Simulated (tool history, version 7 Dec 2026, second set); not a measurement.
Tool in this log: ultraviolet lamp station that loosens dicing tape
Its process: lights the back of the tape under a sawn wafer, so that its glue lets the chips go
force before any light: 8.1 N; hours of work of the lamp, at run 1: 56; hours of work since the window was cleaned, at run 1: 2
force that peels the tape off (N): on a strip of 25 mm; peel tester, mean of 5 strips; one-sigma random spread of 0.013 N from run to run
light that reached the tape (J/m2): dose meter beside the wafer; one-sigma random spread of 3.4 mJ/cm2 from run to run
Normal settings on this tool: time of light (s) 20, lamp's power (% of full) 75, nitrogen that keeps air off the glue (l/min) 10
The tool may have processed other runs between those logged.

run,hour,time of light (s),lamp's power (% of full),nitrogen that keeps air off the glue (l/min),hours of work of the lamp,hours of work since the window was cleaned,force that peels the tape off (N),light that reached the tape (J/m2)
1,0.0,20,75,10,56,2,0.618,5450
2,13.7,20,75,10,64,10,0.644,5320
3,28.5,20,75,10,72,18,0.638,5320
4,45.5,20,75,10,81,27,0.673,5250
5,60.2,20,75,10,89,35,0.672,5340
6,79.2,20,75,10,99,45,0.665,5320
7,98.3,20,75,13,109,55,0.572,5230
8,111.0,20,75,13,116,62,0.561,5240
9,120.4,20,75,13,121,67,0.571,5210
10,136.0,20,75,13,130,76,0.553,5210
11,147.3,20,75,13,136,82,0.575,5250
12,158.8,20,75,8,142,88,0.760,5220
13,176.4,20,75,8,152,98,0.821,5140
14,187.3,20,75,8,157,104,0.798,5150
15,198.5,20,75,8,163,110,0.793,5150
16,217.7,20,75,8,174,120,0.831,5080
17,231.8,20,75,8,181,128,0.845,5070
18,244.1,20,75,10,188,134,0.723,5050
19,255.2,20,75,10,194,140,0.724,5080
20,273.1,20,75,10,204,150,0.727,5080
21,281.0,21,75,7,208,154,0.874,5310
22,296.8,21,75,7,217,163,0.872,5240
23,307.7,21,75,7,222,169,0.850,5270
24,316.9,21,75,7,227,174,0.905,5280
25,330.4,21,75,7,235,181,0.879,5230
26,349.7,21,75,7,245,191,0.909,5200
27,363.5,11,67,7,253,199,2.780,2440
28,382.7,18,76,15,263,209,0.699,4540
29,395.1,18,76,15,270,216,0.704,4450
30,413.4,11,68,14,280,226,2.054,2420
31,427.9,11,68,14,288,234,2.084,2430
32,441.4,11,68,8,295,241,2.594,2430
33,450.0,10,92,11,299,246,1.761,2980
34,466.5,10,92,11,308,255,1.784,2960
35,484.6,16,88,10,318,264,0.892,4500
36,493.8,15,71,10,323,269,1.497,3390
37,506.3,20,87,5,330,276,1.019,5550
38,518.1,20,87,5,336,282,1.034,5550
39,532.2,28,75,14,344,290,0.313,6620

Below are 4 alternative next runs, each starting from the tool's condition after run 39. Predict each:
A,542.7,22,75,14,350,296,?,?
B,542.7,28,75,10,350,296,?,?
C,542.7,15,75,10,350,296,?,?
D,542.7,28,75,14,350,296,?,?

run,force that peels the tape off (N),light that reached the tape (J/m2)
A,0.545,5170
B,0.406,6600
C,1.386,3530
D,0.308,6660
With the hidden condition removed and each run's random variation left untouched, the same runs would have given:
run,force that peels the tape off (N),light that reached the tape (J/m2)
A,0.395,6000
B,0.299,7660
C,1.072,4090
D,0.231,7720
